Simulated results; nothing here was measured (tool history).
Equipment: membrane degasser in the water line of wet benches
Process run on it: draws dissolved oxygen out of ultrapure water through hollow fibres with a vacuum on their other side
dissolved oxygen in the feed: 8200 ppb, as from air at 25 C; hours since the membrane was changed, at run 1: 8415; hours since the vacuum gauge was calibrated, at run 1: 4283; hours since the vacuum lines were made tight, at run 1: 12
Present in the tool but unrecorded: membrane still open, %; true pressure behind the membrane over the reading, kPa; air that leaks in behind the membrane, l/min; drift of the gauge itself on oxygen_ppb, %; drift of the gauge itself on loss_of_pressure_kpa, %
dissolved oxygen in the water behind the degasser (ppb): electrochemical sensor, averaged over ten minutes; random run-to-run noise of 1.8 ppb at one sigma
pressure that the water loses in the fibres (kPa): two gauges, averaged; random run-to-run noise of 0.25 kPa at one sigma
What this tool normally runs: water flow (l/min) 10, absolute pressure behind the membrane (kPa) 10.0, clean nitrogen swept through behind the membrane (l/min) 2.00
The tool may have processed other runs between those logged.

run,day,water flow (l/min),absolute pressure behind the membrane (kPa),clean nitrogen swept through behind the membrane (l/min),hours since the membrane was changed,hours since the vacuum gauge was calibrated,hours since the vacuum lines were made tight,dissolved oxygen in the water behind the degasser (ppb),pressure that the water loses in the fibres (kPa)
1,0.000,10,10.0,2.00,8415,4283,12,192.0,69.12
2,8.662,10,10.0,2.00,8623,4491,220,196.2,69.27
3,17.438,10,10.0,2.00,8834,4702,431,199.5,69.05
4,26.317,10,10.0,2.00,9047,4915,644,192.4,69.19
5,33.062,10,10.0,2.00,9209,5076,806,193.8,69.39
6,37.104,10,10.0,2.00,9306,5174,903,199.0,69.15
7,41.642,10,10.0,2.00,9415,5282,1012,195.5,69.76
8,50.779,10,10.0,2.00,9634,5502,1231,201.1,69.38
9,55.233,9,10.0,2.00,9741,5609,1338,158.5,62.66
10,64.408,9,10.0,2.00,9961,5829,1558,160.7,62.98
11,72.967,10,8.4,0.85,10167,6034,1764,264.0,69.90
12,80.638,13,8.7,3.52,10351,6218,1948,283.3,90.70
13,84.729,6,6.5,3.89,10449,6316,2046,32.3,41.62
14,94.250,7,6.5,3.77,10677,6545,2274,51.5,48.67
15,103.829,7,6.5,3.77,10907,6775,2504,53.1,48.78
16,109.042,14,8.7,3.84,11032,6900,2629,336.2,97.41
# day 115.429: vacuum gauge calibrated
17,118.142,14,8.7,3.84,11250,65,2847,326.8,98.67
18,127.096,7,10.0,2.79,11465,280,3062,80.0,49.03
19,132.567,12,13.1,2.58,11596,411,3194,303.8,84.18
20,138.746,12,13.1,2.58,11745,560,3342,299.9,84.20

Below, each run's measurement less what the same run would have read without the hidden state. Both values contain the same run-to-run variation, but the gauge's scatter may not be the same in both:
run,dissolved oxygen in the water behind the degasser (ppb),pressure that the water loses in the fibres (kPa)
1,+15.4,+2.25
2,+16.1,+2.31
3,+16.9,+2.35
4,+16.8,+2.40
5,+17.2,+2.46
6,+17.9,+2.48
7,+17.9,+2.51
8,+18.8,+2.55
9,+14.8,+2.34
10,+15.5,+2.40
11,+21.7,+2.71
12,+32.8,+3.58
13,+4.9,+1.67
14,+8.2,+1.98
15,+8.5,+2.03
16,+40.5,+4.10
17,+39.2,+4.22
18,+9.1,+2.14
19,+31.9,+3.71
20,+31.8,+3.76

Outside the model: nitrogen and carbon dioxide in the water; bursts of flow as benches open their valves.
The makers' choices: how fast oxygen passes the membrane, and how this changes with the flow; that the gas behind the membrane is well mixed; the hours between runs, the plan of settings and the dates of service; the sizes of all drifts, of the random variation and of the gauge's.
